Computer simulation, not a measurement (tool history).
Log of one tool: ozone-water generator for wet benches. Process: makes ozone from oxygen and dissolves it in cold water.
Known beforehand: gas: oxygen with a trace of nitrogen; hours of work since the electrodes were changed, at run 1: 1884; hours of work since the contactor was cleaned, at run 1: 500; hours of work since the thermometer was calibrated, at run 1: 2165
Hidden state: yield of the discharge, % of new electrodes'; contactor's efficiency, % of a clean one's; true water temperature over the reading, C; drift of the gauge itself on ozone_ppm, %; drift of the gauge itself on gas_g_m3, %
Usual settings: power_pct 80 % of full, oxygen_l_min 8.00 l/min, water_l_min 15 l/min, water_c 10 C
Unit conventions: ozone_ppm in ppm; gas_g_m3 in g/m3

| run | hour | power_pct | oxygen_l_min | water_l_min | water_c | hours of work since the electrodes were changed | hours of work since the contactor was cleaned | hours of work since the thermometer was calibrated | ozone_ppm | gas_g_m3 |
|---|---|---|---|---|---|---|---|---|---|---|
| 1 | 0.0 | 80 | 8.00 | 15 | 10 | 1884 | 500 | 2165 | 26.9 | 164.5 |
| 2 | 160.5 | 80 | 8.00 | 15 | 10 | 2027 | 642 | 2307 | 26.1 | 163.9 |
| 3 | 345.9 | 80 | 8.00 | 15 | 18 | 2192 | 807 | 2472 | 22.7 | 165.1 |
| 4 | 526.0 | 80 | 8.00 | 15 | 18 | 2352 | 967 | 2632 | 22.8 | 163.8 |
| 5 | 668.3 | 80 | 8.00 | 18 | 10 | 2478 | 1093 | 2759 | 22.5 | 165.5 |
|  | 781.6 | water thermometer calibrated |
| 6 | 856.5 | 80 | 5.23 | 18 | 10 | 2645 | 1260 | 67 | 23.8 | 219.5 |
| 7 | 1011.9 | 80 | 5.23 | 18 | 10 | 2783 | 1398 | 205 | 23.7 | 219.1 |
| 8 | 1145.2 | 80 | 5.23 | 18 | 10 | 2902 | 1517 | 323 | 23.8 | 218.6 |
| 9 | 1256.0 | 80 | 5.23 | 18 | 10 | 3000 | 1615 | 422 | 23.7 | 219.2 |
| 10 | 1442.3 | 80 | 5.23 | 18 | 10 | 3166 | 1781 | 587 | 23.7 | 219.3 |
| 11 | 1530.8 | 80 | 5.23 | 18 | 10 | 3244 | 1860 | 666 | 23.5 | 222.7 |
| 12 | 1673.1 | 80 | 5.23 | 18 | 10 | 3371 | 1986 | 792 | 23.8 | 220.6 |
| 13 | 1782.4 | 80 | 5.23 | 18 | 10 | 3468 | 2083 | 889 | 23.9 | 223.6 |
| 14 | 1870.7 | 80 | 5.23 | 18 | 10 | 3546 | 2162 | 968 | 23.7 | 219.6 |
| 15 | 2058.3 | 80 | 8.00 | 15 | 10 | 3713 | 2328 | 1135 | 26.3 | 166.8 |
| 16 | 2167.8 | 64 | 8.00 | 15 | 10 | 3811 | 2426 | 1232 | 21.8 | 139.8 |
| 17 | 2252.6 | 64 | 8.00 | 15 | 8 | 3886 | 2501 | 1307 | 22.8 | 138.5 |
| 18 | 2414.3 | 80 | 4.18 | 16 | 10 | 4030 | 2645 | 1451 | 27.0 | 256.2 |
| 19 | 2561.2 | 99 | 8.76 | 23 | 16 | 4160 | 2775 | 1582 | 18.8 | 187.5 |
| 20 | 2640.7 | 99 | 8.76 | 23 | 16 | 4231 | 2846 | 1652 | 18.9 | 188.3 |
| 21 | 2815.2 | 99 | 8.76 | 23 | 16 | 4386 | 3001 | 1807 | 18.8 | 188.9 |
| 22 | 2900.5 | 96 | 5.72 | 9 | 13 | 4462 | 3077 | 1883 | 46.4 | 241.8 |
| 23 | 3062.4 | 96 | 5.72 | 9 | 13 | 4606 | 3221 | 2027 | 45.8 | 241.6 |
| 24 | 3152.2 | 50 | 8.00 | 15 | 6 | 4685 | 3301 | 2107 | 19.1 | 115.6 |
| 25 | 3337.8 | 50 | 8.00 | 15 | 6 | 4850 | 3466 | 2272 | 19.1 | 114.0 |
| 26 | 3499.4 | 50 | 6.36 | 9 | 11 | 4994 | 3609 | 2416 | 27.3 | 133.6 |
| 27 | 3601.4 | 50 | 6.36 | 9 | 11 | 5085 | 3700 | 2506 | 27.7 | 133.6 |
| 28 | 3699.9 | 50 | 6.36 | 24 | 18 | 5172 | 3787 | 2594 | 10.6 | 132.0 |
| 29 | 3857.3 | 50 | 5.47 | 24 | 13 | 5312 | 3927 | 2734 | 11.5 | 147.3 |
|  | 4007.1 | water thermometer calibrated |
| 30 | 4035.7 | 50 | 5.47 | 24 | 13 | 5470 | 4086 | 25 | 11.3 | 149.2 |
|  | 4099.9 | gauge calibrated |
| 31 | 4201.6 | 59 | 8.00 | 14 | 10 | 5618 | 4233 | 173 | 21.9 | 128.1 |
| 32 | 4368.1 | 42 | 11.31 | 18 | 10 | 5766 | 4381 | 321 | 12.1 | 77.1 |

Hidden condition of the tool, last listed run before each entry between runs versus first listed run after:
Between runs 5 and 6: water thermometer calibrated (hour 781.6)
  drift of the gauge itself on gas_g_m3, %: 0.48 -> 0.62
  measured result minus the result with no hidden state, gas_g_m3: +0.7 -> +1.3 g/m3
Between runs 29 and 30: water thermometer calibrated (hour 4007.1)
  drift of the gauge itself on gas_g_m3, %: 2.77 -> 2.9
  measured result minus the result with no hidden state, gas_g_m3: +3.9 -> +4.1 g/m3
Between runs 30 and 31: gauge calibrated (hour 4099.9)
  drift of the gauge itself on gas_g_m3, %: 2.9 -> 0.07
  measured result minus the result with no hidden state, gas_g_m3: +4.1 -> +0.0 g/m3

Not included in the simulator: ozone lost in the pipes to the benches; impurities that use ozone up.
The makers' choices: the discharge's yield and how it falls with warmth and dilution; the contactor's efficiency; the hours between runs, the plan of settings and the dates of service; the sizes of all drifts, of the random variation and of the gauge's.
